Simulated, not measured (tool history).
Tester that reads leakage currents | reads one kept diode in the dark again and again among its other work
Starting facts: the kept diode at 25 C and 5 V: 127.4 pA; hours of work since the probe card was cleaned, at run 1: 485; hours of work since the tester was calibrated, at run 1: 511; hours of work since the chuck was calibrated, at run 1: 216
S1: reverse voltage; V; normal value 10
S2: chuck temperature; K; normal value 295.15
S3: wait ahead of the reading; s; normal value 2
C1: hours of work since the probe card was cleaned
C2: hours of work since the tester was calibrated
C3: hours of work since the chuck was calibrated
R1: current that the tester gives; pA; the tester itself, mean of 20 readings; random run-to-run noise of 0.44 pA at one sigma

run	day	S1	S2	S3	C1	C2	C3	R1
1	0	10	295.15	2	485	511	216	153.31
2	2.679	10	295.15	2	524	550	255	154.27
3	4.283	10	295.15	1.2	547	573	278	155.64
4	6.683	10	295.15	1.2	582	608	313	156.84
5	10.146	10	295.15	1.2	632	659	363	157.34
6	13.796	10	297.15	2	685	711	416	184.82
7	16.233	10	297.15	2	720	747	452	185.33
8	17.767	10	297.15	2	743	769	474	187.17
9	21.458	10	297.15	2	796	823	527	187.66
10	24.129	10	297.15	2	835	861	566	187.84
11	25.796	10	297.15	2	859	886	590	189.05
12	28.588	10	297.15	2	900	926	631	190.28
13	31.379	10	297.15	2	940	967	671	191.4
14	34.333	10	295.15	7.37	983	1009	714	163.44
15	37.338	10	295.15	7.37	1027	1053	758	163.7
16	40.271	10	295.15	0.37	1069	1096	800	170.54
17	41.792	10	295.15	2	1091	1118	822	166.09
18	43.592	10	295.15	2	1117	1144	849	166.71
19	45.488	10	295.15	2	1145	1171	876	166.98
20	47.646	10	295.15	2	1176	1203	907	167.24
21	50.504	10	295.15	2	1218	1244	949	168.77
22	54.108	10	295.15	2	1270	1296	1001	170.22
23	56.758	10	295.15	2	1308	1335	1040	170.77
24	60.108	15.3	298.15	0.78	1357	1384	1088	280.03
25	63.742	6.7	307.15	0.57	1410	1436	1141	351.24
26	65.817	10	323.15	3.37	1440	1466	1171	1403.32
27	69.433	3.8	317.15	0.36	1492	1519	1224	538.09
28	72.042	8	295.15	2	1530	1557	1261	153.41
29	75.412	8	295.15	2	1579	1606	1310	155.33
30	77.067	10	314.15	2	1603	1630	1334	748.8
31	80.679	10	331.15	1.3	1655	1682	1387	2436.43
32	82.229	1.2	332.15	0.67	1678	1704	1409	813.5
33	85.85	1.2	323.15	3.03	1730	1757	1462	440.55
34	87.446	1.2	323.15	3.03	1754	1780	1485	442.36
# day 89.412: probe card cleaned and baked
35	90.262	2.9	297.15	2.09	12	1819	1524	100.38
36	92.962	7.7	324.15	2.09	51	1858	1563	1333.65
37	96.129	1.7	307.15	0.38	97	1904	1609	168.86
38	97.867	19.9	295.15	2	123	1930	1634	251.58
39	101.471	19.9	327.15	2	175	1982	1687	2786.87
40	104.821	19.9	327.15	2	224	2030	1735	2792.46
41	106.446	19.9	327.15	2	247	2054	1759	2793.94

Predict each of these 3 candidate next runs independently; none follows another, all start after run 41:
A	108.333	11.3	304.15	0.7	274	2081	1786	?
B	108.333	12.1	300.15	1.15	274	2081	1786	?
C	108.333	7.2	311.15	3.15	274	2081	1786	?

run	R1
A	384.56
B	292.68
C	508.06
Stripped of hidden state, with their random variation kept, the same runs would have yielded:
run	R1
A	327.44
B	247.66
C	436.05

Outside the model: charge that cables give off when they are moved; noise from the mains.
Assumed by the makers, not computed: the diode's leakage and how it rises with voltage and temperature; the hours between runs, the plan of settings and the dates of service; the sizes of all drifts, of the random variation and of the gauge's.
